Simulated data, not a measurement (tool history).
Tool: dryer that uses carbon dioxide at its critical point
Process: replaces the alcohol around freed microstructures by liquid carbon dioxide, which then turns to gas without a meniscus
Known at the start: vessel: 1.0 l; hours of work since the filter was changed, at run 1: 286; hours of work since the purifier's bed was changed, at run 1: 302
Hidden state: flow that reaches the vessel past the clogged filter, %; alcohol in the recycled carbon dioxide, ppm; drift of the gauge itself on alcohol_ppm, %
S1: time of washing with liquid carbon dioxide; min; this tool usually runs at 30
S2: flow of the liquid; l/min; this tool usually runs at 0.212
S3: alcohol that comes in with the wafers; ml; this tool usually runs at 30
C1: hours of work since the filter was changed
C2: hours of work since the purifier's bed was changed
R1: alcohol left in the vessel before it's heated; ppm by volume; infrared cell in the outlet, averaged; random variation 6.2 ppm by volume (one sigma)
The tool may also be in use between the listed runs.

run     day  S1     S2   S3   C1   C2    R1
  1       0  30  0.212   30  286  302   349
  2   0.292  30  0.212   30  292  307   345
  3   0.838  30  0.212   31  301  317   371
  4   1.508  30  0.212   31  313  329   366
  5   1.896  30  0.212   30  320  336   358
  6    2.35  30  0.212   30  329  344   357
  7     2.8  30  0.358   30  337  352    33
  8   3.446  24  0.212   30  348  363   883
  9   3.875  24  0.212   30  356  371   885
 10   4.392  24  0.212   30  365  380   867
 11   4.867  43  0.212   30  374  389    63
 12   5.446  43  0.212   30  384  399    83
 13   5.892  43  0.212   30  392  407    79
 14     6.2  33  0.212   30  398  413   267
 15   6.612  33  0.212   30  405  420   277
 16   7.254  33  0.212   30  417  432   259
 17   7.933  33  0.212   30  429  444   271
 18   8.258  21  0.232   36  435  450  1282
 19     8.6  21  0.232   36  441  456  1288
 20   9.079  30  0.248   38  449  464   252
 21   9.696  46  0.172   72  460  475   397
 22  10.329  46  0.172   72  472  487   403
 23  10.775  39  0.263   34  480  495    65
 24  11.158  19  0.251   30  487  502  1173
     11.658  -- inlet filter changed
 25   11.85  19  0.251   30    3  513   809
 26  12.279  34  0.251   35   11  521    75
 27  12.671  19  0.172   56   18  528  5009
 28  13.125  30  0.172   23   26  536   540
 29  13.762  25  0.311  103   38  548   285
 30  14.204  45  0.227   91   46  556    77
 31  14.812  38  0.258   34   57  567    61
 32  15.458  38  0.258   34   68  578    54
 33  16.158  37  0.212   86   81  591   297
 34  16.675  32  0.127   58   90  600  3380

Pick out some run-to-run changes in R1. Of each, how much would a tool without hidden state show as well, from the settings, what came in and chance, and how much is left for the hidden state and any gauge scatter not in both results compared?
Run 19 -> 20: S1 21 -> 30, S2 0.232 -> 0.248, S3 36 -> 38. R1 -1036 ppm by volume: hidden state -290, all else -746.
Run 23 -> 24: S1 39 -> 19, S2 0.263 -> 0.251, S3 34 -> 30. R1 +1108 ppm by volume: hidden state +358, all else +750.
Run 24 -> 25: inlet filter changed. R1 -364 ppm by volume: hidden state -359, all else -5.
Run 26 -> 27: S1 34 -> 19, S2 0.251 -> 0.172, S3 35 -> 56. R1 +4934 ppm by volume: hidden state +100, all else +4834.
Run 27 -> 28: S1 19 -> 30, S3 56 -> 23. R1 -4469 ppm by volume: hidden state -83, all else -4386.
Run 33 -> 34: S1 37 -> 32, S2 0.212 -> 0.127, S3 86 -> 58. R1 +3083 ppm by volume: hidden state +201, all else +2882.
